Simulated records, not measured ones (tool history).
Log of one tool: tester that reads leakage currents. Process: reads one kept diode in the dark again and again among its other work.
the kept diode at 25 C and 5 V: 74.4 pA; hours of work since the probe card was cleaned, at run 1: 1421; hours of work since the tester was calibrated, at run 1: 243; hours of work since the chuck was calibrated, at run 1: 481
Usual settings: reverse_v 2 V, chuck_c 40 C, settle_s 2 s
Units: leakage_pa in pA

run,hour,reverse_v,chuck_c,settle_s,hours of work since the probe card was cleaned,hours of work since the tester was calibrated,hours of work since the chuck was calibrated,leakage_pa
1,0,2,40,2,1421,243,481,197.97
2,58.5,2,40,2,1446,268,506,197.52
3,182.9,2,40,2,1499,320,558,200.02
# hour 287.4: chuck's temperature calibrated
4,293,2,40,2,1544,366,2,183.42
5,348.8,2,40,2,1568,389,26,184.5
6,421.2,2,22,2,1598,420,56,37.09
7,518.9,2,22,2,1640,461,98,37.54
8,580.6,2,40,2.39,1666,487,124,187.5
# hour 638: probe card cleaned and baked
9,703.1,2,40,2.39,27,538,174,187.63
10,759.3,2,40,0.88,51,561,198,187.99
11,838.5,7.27,40,2,85,595,231,356.98
12,949.6,7.27,40,2.24,132,642,278,357.07
13,1060.4,7.27,40,2.24,178,688,325,360.65
14,1188.6,2,40,9.83,232,743,379,194.55
15,1302.9,5.05,40,2,281,791,427,308.44
16,1405.4,5.05,40,2,324,834,471,310.11
17,1506.8,2,40,2,367,877,513,200.05
18,1635.6,2,40,2,421,931,568,200.27
19,1702.7,2,40,2,449,960,596,202.9
# hour 1723.3: chuck's temperature calibrated
20,1766.6,2,40,2,476,986,18,184.07
21,1827.3,2,40,2,501,1011,44,184.51
22,1890.5,2,40,2,528,1038,71,184.61
23,2026.5,3.37,36,3.74,585,1095,128,171.22
24,2093.7,1.44,45,4.65,614,1124,156,244.26
25,2157.9,1.44,45,4.65,641,1151,183,245.12
26,2252.4,13.38,37,0.5,681,1191,223,375.5
27,2345.6,1.55,40,0.4,720,1230,263,169.53
28,2477.1,1.55,36,7.01,775,1286,318,120.91
29,2599.1,10.87,52,6.4,827,1337,370,1185.08
30,2673.1,4.91,26,7.52,858,1368,401,88.64
31,2752.9,2,40,1.03,892,1402,435,196.43
32,2867.4,6.52,39,2,940,1450,483,323.31
33,2990.3,6.52,39,2,992,1502,535,327.84
34,3095.6,12.1,41,1.44,1037,1547,579,529.65
# hour 3149.9: chuck's temperature calibrated
35,3155.4,2,40,1.31,1061,1571,2,182.18
36,3276.6,9.22,27,0.35,1112,1622,53,127.06
37,3392.9,9.22,27,0.35,1161,1671,103,129.59
38,3454.4,2,34,2.6,1187,1697,129,111.35
39,3579.4,7.31,39,2,1240,1750,181,324.82
40,3667.8,7.31,39,2,1277,1787,219,327.15

Forecast each of these 4 alternatives for the next run:
A,3778.7,1.33,34,2,1324,1834,265,?
B,3778.7,7.31,39,4.19,1324,1834,265,?
C,3778.7,4.43,40,2,1324,1834,265,?
D,3778.7,4.61,39,2,1324,1834,265,?

run,leakage_pa
A,93.36
B,328.8
C,280.34
D,264.2
Without the tool's hidden state the same runs would have given:
run,leakage_pa
A,89.34
B,314.4
C,268.66
D,252.99
